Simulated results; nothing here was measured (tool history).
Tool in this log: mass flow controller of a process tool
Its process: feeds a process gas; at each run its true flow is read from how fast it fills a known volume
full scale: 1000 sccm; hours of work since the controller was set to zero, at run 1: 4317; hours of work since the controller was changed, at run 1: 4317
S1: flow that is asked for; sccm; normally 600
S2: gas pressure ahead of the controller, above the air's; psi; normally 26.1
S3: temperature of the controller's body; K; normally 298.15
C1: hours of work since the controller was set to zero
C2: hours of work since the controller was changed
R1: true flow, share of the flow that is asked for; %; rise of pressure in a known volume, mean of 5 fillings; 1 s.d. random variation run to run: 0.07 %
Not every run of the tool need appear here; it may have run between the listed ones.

run,day,S1,S2,S3,C1,C2,R1
1,0.000,600,26.1,298.15,4317,4317,97.98
2,9.267,600,26.1,298.15,4440,4440,98.07
3,19.475,600,26.1,298.15,4576,4576,97.95
4,30.442,600,26.1,298.15,4722,4722,98.01
5,46.721,600,26.1,298.15,4938,4938,97.90
6,60.521,600,39.2,298.15,5122,5122,97.45
7,75.988,600,26.1,298.15,5327,5327,97.81
8,92.158,807,26.1,298.15,5542,5542,98.38
9,101.658,600,26.1,298.15,5669,5669,97.72
10,109.179,600,26.1,298.15,5769,5769,97.67
11,119.750,600,26.1,298.15,5909,5909,97.63
12,134.812,600,26.1,298.15,6110,6110,97.42
# day 145.938: controller's zero set anew
13,147.042,600,26.1,298.15,15,6272,98.15
14,154.183,600,26.1,298.15,110,6367,98.24
15,161.442,600,26.1,298.15,206,6463,98.11
16,168.688,600,26.1,298.15,303,6560,98.13
17,183.171,158,26.1,306.15,495,6752,96.03
18,193.492,160,26.1,298.15,632,6890,96.91
19,202.262,600,26.1,306.15,749,7006,97.06
20,213.133,201,20.7,298.15,894,7151,97.28
21,226.571,346,26.1,296.15,1072,7330,97.44
22,238.892,822,26.1,298.15,1236,7493,98.46
23,249.246,693,26.1,298.15,1374,7631,98.09
24,265.054,600,39.2,298.15,1584,7841,97.15
25,282.246,260,24.9,308.15,1813,8070,95.71
26,296.538,600,25.8,301.15,2003,8260,97.23
27,310.075,850,23.5,302.15,2183,8440,97.93
28,319.079,139,23.5,311.15,2303,8560,94.29
29,334.792,139,23.5,311.15,2512,8769,94.23
30,344.671,216,25.5,301.15,2643,8900,95.96
31,358.425,319,31.2,302.15,2826,9083,95.94

Here are 4 independent what-if runs from the current tool condition. What would each one return?
A,375.246,144,26.0,302.15,3050,9307,?
B,375.246,600,36.3,298.15,3050,9307,?
C,375.246,332,39.7,302.15,3050,9307,?
D,375.246,217,31.2,310.15,3050,9307,?

run,R1
A,94.91
B,96.96
C,95.54
D,94.44
With the hidden condition removed and each run's random variation left untouched, the same runs would have given:
run,R1
A,97.82
B,98.85
C,97.69
D,96.89
